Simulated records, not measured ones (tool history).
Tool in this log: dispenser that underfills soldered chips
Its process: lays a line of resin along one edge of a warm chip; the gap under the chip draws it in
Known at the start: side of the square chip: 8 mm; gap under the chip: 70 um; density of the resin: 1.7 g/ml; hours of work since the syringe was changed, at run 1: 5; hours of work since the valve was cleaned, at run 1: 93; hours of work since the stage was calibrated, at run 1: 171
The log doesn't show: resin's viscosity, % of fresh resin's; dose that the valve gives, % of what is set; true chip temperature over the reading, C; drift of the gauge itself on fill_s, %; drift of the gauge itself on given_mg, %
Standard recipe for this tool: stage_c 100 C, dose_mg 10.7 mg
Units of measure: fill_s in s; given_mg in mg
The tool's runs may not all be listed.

run,hour,stage_c,dose_mg,hours of work since the syringe was changed,hours of work since the valve was cleaned,hours of work since the stage was calibrated,fill_s,given_mg
1,0.0,100,10.7,5,93,171,29.2,9.68
# hour 1.9: new syringe of resin
# hour 9.4: new syringe of resin
2,9.4,100,10.7,0,100,178,24.2,9.81
# hour 17.1: new syringe of resin
3,17.8,100,10.7,0,106,184,25.5,9.74
# hour 23.7: dispensing valve cleaned and set on the balance
# hour 25.8: new syringe of resin
4,26.2,100,10.7,0,2,189,23.8,10.77
# hour 33.3: new syringe of resin
5,35.9,100,10.7,2,9,196,26.1,10.56
# hour 41.0: new syringe of resin
6,43.4,100,10.7,2,14,202,26.3,10.70
# hour 48.5: new syringe of resin
7,48.7,100,10.7,0,18,206,23.9,10.49
# hour 56.5: new syringe of resin
8,57.8,100,10.7,1,25,212,24.9,10.41
9,62.2,100,13.3,4,28,216,27.5,12.99
# hour 64.3: new syringe of resin
10,69.5,100,13.3,4,33,221,26.3,13.02
# hour 72.4: new syringe of resin
11,75.5,100,13.3,2,38,225,25.3,12.90
# hour 80.1: new syringe of resin
12,85.2,95,10.7,4,45,232,34.3,10.51
# hour 87.9: new syringe of resin
13,94.1,113,10.7,5,51,239,19.3,10.23
# hour 95.9: new syringe of resin
14,98.8,100,10.7,2,55,242,25.6,10.20
# hour 103.5: new syringe of resin
15,105.1,113,10.7,1,59,247,16.2,10.21
16,109.3,106,9.6,4,62,250,24.1,8.99
# hour 111.2: new syringe of resin
# hour 119.0: new syringe of resin
17,119.0,115,10.7,0,69,257,15.0,10.05
18,125.8,115,10.7,5,74,262,18.1,9.92
# hour 126.6: new syringe of resin
19,131.4,115,10.7,4,78,266,16.9,9.96
# hour 134.4: new syringe of resin
20,140.2,107,12.1,4,85,272,22.1,11.26
# hour 142.2: new syringe of resin
21,148.6,110,9.8,5,91,278,22.0,8.98
# hour 149.7: new syringe of resin
22,154.9,110,9.8,4,95,283,21.1,8.98
# hour 157.7: new syringe of resin
23,161.1,113,10.0,3,100,287,17.9,9.06
# hour 165.2: new syringe of resin
24,165.8,96,10.0,0,103,291,28.1,9.10
# hour 173.1: new syringe of resin
# hour 175.6: dispensing valve cleaned and set on the balance
25,176.1,96,10.0,2,0,298,28.9,9.98
# hour 181.6: new syringe of resin
26,181.6,101,9.9,0,4,301,23.4,9.88
27,188.5,99,10.5,5,10,307,30.9,10.40

Across each entry between runs, compare the hidden state at the last listed run before it with the hidden state at the first listed run after it:
After run 1, before run 2: new syringe of resin (hour 1.9); new syringe of resin (hour 9.4)
  resin's viscosity, % of fresh resin's: 121.7 -> 102.1; dose that the valve gives, % of what is set: 91.71 -> 91.11; true chip temperature over the reading, C: 0.37 -> 0.39
  difference, measured minus the result without the unlogged condition, fill_s: +5.4 -> +0.8 s; given_mg: -0.88 -> -0.95 mg
After run 2, before run 3: new syringe of resin (hour 17.1)
  resin's viscosity, % of fresh resin's: 102.1 -> 102.6; dose that the valve gives, % of what is set: 91.11 -> 90.52; true chip temperature over the reading, C: 0.39 -> 0.41
  difference, measured minus the result without the unlogged condition, fill_s: +0.8 -> +0.9 s; given_mg: -0.95 -> -1.02 mg
After run 3, before run 4: dispensing valve cleaned and set on the balance (hour 23.7); new syringe of resin (hour 25.8)
  resin's viscosity, % of fresh resin's: 102.6 -> 100.4; dose that the valve gives, % of what is set: 90.52 -> 100.08; true chip temperature over the reading, C: 0.41 -> 0.43
  difference, measured minus the result without the unlogged condition, fill_s: +0.9 -> -0.3 s; given_mg: -1.02 -> +0.01 mg
After run 4, before run 5: new syringe of resin (hour 33.3)
  resin's viscosity, % of fresh resin's: 100.4 -> 110.3; dose that the valve gives, % of what is set: 100.08 -> 99.44; true chip temperature over the reading, C: 0.43 -> 0.45
  difference, measured minus the result without the unlogged condition, fill_s: -0.3 -> +2.1 s; given_mg: +0.01 -> -0.06 mg
After run 5, before run 6: new syringe of resin (hour 41.0)
  resin's viscosity, % of fresh resin's: 110.3 -> 108.4; dose that the valve gives, % of what is set: 99.44 -> 98.95; true chip temperature over the reading, C: 0.45 -> 0.47
  difference, measured minus the result without the unlogged condition, fill_s: +2.1 -> +1.7 s; given_mg: -0.06 -> -0.11 mg
After run 6, before run 7: new syringe of resin (hour 48.5)
  resin's viscosity, % of fresh resin's: 108.4 -> 99.5; dose that the valve gives, % of what is set: 98.95 -> 98.59; true chip temperature over the reading, C: 0.47 -> 0.48
  difference, measured minus the result without the unlogged condition, fill_s: +1.7 -> -0.4 s; given_mg: -0.11 -> -0.15 mg
After run 7, before run 8: new syringe of resin (hour 56.5)
  resin's viscosity, % of fresh resin's: 99.5 -> 104.2; dose that the valve gives, % of what is set: 98.59 -> 97.97; true chip temperature over the reading, C: 0.48 -> 0.5
  difference, measured minus the result without the unlogged condition, fill_s: -0.4 -> +0.7 s; given_mg: -0.15 -> -0.21 mg
After run 9, before run 10: new syringe of resin (hour 64.3)
  resin's viscosity, % of fresh resin's: 120.5 -> 117.6; dose that the valve gives, % of what is set: 97.63 -> 97.18; true chip temperature over the reading, C: 0.51 -> 0.53
  difference, measured minus the result without the unlogged condition, fill_s: +4.3 -> +3.7 s; given_mg: -0.31 -> -0.38 mg
After run 10, before run 11: new syringe of resin (hour 72.4)
  resin's viscosity, % of fresh resin's: 117.6 -> 109.9; dose that the valve gives, % of what is set: 97.18 -> 96.78; true chip temperature over the reading, C: 0.53 -> 0.54
  difference, measured minus the result without the unlogged condition, fill_s: +3.7 -> +2.0 s; given_mg: -0.38 -> -0.43 mg
After run 11, before run 12: new syringe of resin (hour 80.1)
  resin's viscosity, % of fresh resin's: 109.9 -> 119.3; dose that the valve gives, % of what is set: 96.78 -> 96.13; true chip temperature over the reading, C: 0.54 -> 0.56
  difference, measured minus the result without the unlogged condition, fill_s: +2.0 -> +5.2 s; given_mg: -0.43 -> -0.42 mg
After run 12, before run 13: new syringe of resin (hour 87.9)
  resin's viscosity, % of fresh resin's: 119.3 -> 122.9; dose that the valve gives, % of what is set: 96.13 -> 95.54; true chip temperature over the reading, C: 0.56 -> 0.58
  difference, measured minus the result without the unlogged condition, fill_s: +5.2 -> +3.6 s; given_mg: -0.42 -> -0.47 mg
After run 13, before run 14: new syringe of resin (hour 95.9)
  resin's viscosity, % of fresh resin's: 122.9 -> 110.2; dose that the valve gives, % of what is set: 95.54 -> 95.24; true chip temperature over the reading, C: 0.58 -> 0.59
  difference, measured minus the result without the unlogged condition, fill_s: +3.6 -> +2.2 s; given_mg: -0.47 -> -0.51 mg
After run 14, before run 15: new syringe of resin (hour 103.5)
  resin's viscosity, % of fresh resin's: 110.2 -> 106; dose that the valve gives, % of what is set: 95.24 -> 94.85; true chip temperature over the reading, C: 0.59 -> 0.61
  difference, measured minus the result without the unlogged condition, fill_s: +2.2 -> +0.9 s; given_mg: -0.51 -> -0.55 mg
After run 16, before run 17: new syringe of resin (hour 111.2); new syringe of resin (hour 119.0)
  resin's viscosity, % of fresh resin's: 121.3 -> 99.4; dose that the valve gives, % of what is set: 94.56 -> 93.94; true chip temperature over the reading, C: 0.62 -> 0.64
  difference, measured minus the result without the unlogged condition, fill_s: +4.3 -> -0.2 s; given_mg: -0.52 -> -0.65 mg
After run 18, before run 19: new syringe of resin (hour 126.6)
  resin's viscosity, % of fresh resin's: 124.4 -> 120; dose that the valve gives, % of what is set: 93.5 -> 93.11; true chip temperature over the reading, C: 0.66 -> 0.67
  difference, measured minus the result without the unlogged condition, fill_s: +3.5 -> +2.9 s; given_mg: -0.69 -> -0.74 mg
After run 19, before run 20: new syringe of resin (hour 134.4)
  resin's viscosity, % of fresh resin's: 120 -> 120.7; dose that the valve gives, % of what is set: 93.11 -> 92.53; true chip temperature over the reading, C: 0.67 -> 0.69
  difference, measured minus the result without the unlogged condition, fill_s: +2.9 -> +3.6 s; given_mg: -0.74 -> -0.91 mg
After run 20, before run 21: new syringe of resin (hour 142.2)
  resin's viscosity, % of fresh resin's: 120.7 -> 122.6; dose that the valve gives, % of what is set: 92.53 -> 91.95; true chip temperature over the reading, C: 0.69 -> 0.71
  difference, measured minus the result without the unlogged condition, fill_s: +3.6 -> +4.2 s; given_mg: -0.91 -> -0.79 mg
After run 21, before run 22: new syringe of resin (hour 149.7)
  resin's viscosity, % of fresh resin's: 122.6 -> 118.1; dose that the valve gives, % of what is set: 91.95 -> 91.53; true chip temperature over the reading, C: 0.71 -> 0.73
  difference, measured minus the result without the unlogged condition, fill_s: +4.2 -> +3.4 s; given_mg: -0.79 -> -0.84 mg
After run 22, before run 23: new syringe of resin (hour 157.7)
  resin's viscosity, % of fresh resin's: 118.1 -> 112.5; dose that the valve gives, % of what is set: 91.53 -> 91.19; true chip temperature over the reading, C: 0.73 -> 0.74
  difference, measured minus the result without the unlogged condition, fill_s: +3.4 -> +2.1 s; given_mg: -0.84 -> -0.89 mg
After run 23, before run 24: new syringe of resin (hour 165.2)
  resin's viscosity, % of fresh resin's: 112.5 -> 100.7; dose that the valve gives, % of what is set: 91.19 -> 90.87; true chip temperature over the reading, C: 0.74 -> 0.75
  difference, measured minus the result without the unlogged condition, fill_s: +2.1 -> +0.4 s; given_mg: -0.89 -> -0.91 mg
After run 24, before run 25: new syringe of resin (hour 173.1); dispensing valve cleaned and set on the balance (hour 175.6)
  resin's viscosity, % of fresh resin's: 100.7 -> 107.7; dose that the valve gives, % of what is set: 90.87 -> 99.89; true chip temperature over the reading, C: 0.75 -> 0.77
  difference, measured minus the result without the unlogged condition, fill_s: +0.4 -> +1.4 s; given_mg: -0.91 -> -0.01 mg
After run 25, before run 26: new syringe of resin (hour 181.6)
  resin's viscosity, % of fresh resin's: 107.7 -> 100.7; dose that the valve gives, % of what is set: 99.89 -> 99.52; true chip temperature over the reading, C: 0.77 -> 0.78
  difference, measured minus the result without the unlogged condition, fill_s: +1.4 -> -0.4 s; given_mg: -0.01 -> -0.05 mg
